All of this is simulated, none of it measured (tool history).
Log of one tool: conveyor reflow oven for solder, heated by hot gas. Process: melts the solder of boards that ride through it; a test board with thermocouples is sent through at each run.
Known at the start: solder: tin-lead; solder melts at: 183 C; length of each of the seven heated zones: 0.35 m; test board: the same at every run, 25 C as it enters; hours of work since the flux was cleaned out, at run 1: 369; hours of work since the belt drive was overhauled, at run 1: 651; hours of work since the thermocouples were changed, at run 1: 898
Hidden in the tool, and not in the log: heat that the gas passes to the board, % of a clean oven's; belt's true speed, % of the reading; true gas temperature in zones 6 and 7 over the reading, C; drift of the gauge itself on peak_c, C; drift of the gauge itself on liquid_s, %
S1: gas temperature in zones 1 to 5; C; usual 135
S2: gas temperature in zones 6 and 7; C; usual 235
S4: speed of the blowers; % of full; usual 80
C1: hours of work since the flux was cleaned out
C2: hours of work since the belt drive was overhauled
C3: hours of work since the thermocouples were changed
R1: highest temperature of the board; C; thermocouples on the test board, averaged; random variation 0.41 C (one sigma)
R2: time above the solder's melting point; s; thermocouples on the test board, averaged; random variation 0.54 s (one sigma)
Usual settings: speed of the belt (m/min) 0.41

Run 1, hour 0: usual settings; C1 369; C2 651; C3 898. Result: R1 218.8 C, R2 77.8 s.
Run 2, hour 22.7: usual settings but S4 61 % of full; C1 378; C2 660; C3 908. Result: R1 215.5 C, R2 73 s.
Run 3, hour 48.9: usual settings but S4 61 % of full; C1 389; C2 671; C3 919. Result: R1 215.9 C, R2 72.6 s.
Run 4, hour 82.9: usual settings but S4 61 % of full; C1 404; C2 686; C3 933. Result: R1 216.1 C, R2 73.3 s.
Run 5, hour 106.2: usual settings but S4 61 % of full; C1 413; C2 695; C3 943. Result: R1 215.6 C, R2 72.6 s.
Run 6, hour 136.9: usual settings but S1 143 C, S4 61 % of full; C1 426; C2 708; C3 955. Result: R1 216 C, R2 78.9 s.
Run 7, hour 161.1: usual settings but S1 143 C, S4 61 % of full; C1 436; C2 718; C3 966. Result: R1 216.5 C, R2 78.9 s.
Run 8, hour 195.8: usual settings; C1 451; C2 733; C3 980. Result: R1 218.9 C, R2 76.7 s.
Run 9, hour 236.1: usual settings; C1 468; C2 750; C3 997. Result: R1 218.3 C, R2 76.7 s.
Run 10, hour 263.4: usual settings but S2 234 C; C1 479; C2 761; C3 1008. Result: R1 218.2 C, R2 75.7 s.
Run 11, hour 288.8: usual settings but S2 234 C, S4 68 % of full; C1 490; C2 772; C3 1019. Result: R1 215.9 C, R2 72.9 s.
At hour 315.1: flux residue cleaned out of gas plates and filters.
Run 12, hour 322.6: usual settings but S1 128 C; C1 3; C2 784; C3 1031. Result: R1 217.9 C, R2 73 s.

Run 13 comes next. What will it give?
Run 13, hour 343.9: usual settings but S1 134 C, S2 249 C, speed of the belt (m/min) 0.381, S4 58 % of full; C1 12; C2 793; C3 1040. Result: R1 ?, R2 ?.

{"run 13": {"R1": 229.4, "R2": 93.1}}
Without the tool's hidden state the same run would have given R1 229.3 C, R2 92.9 s.
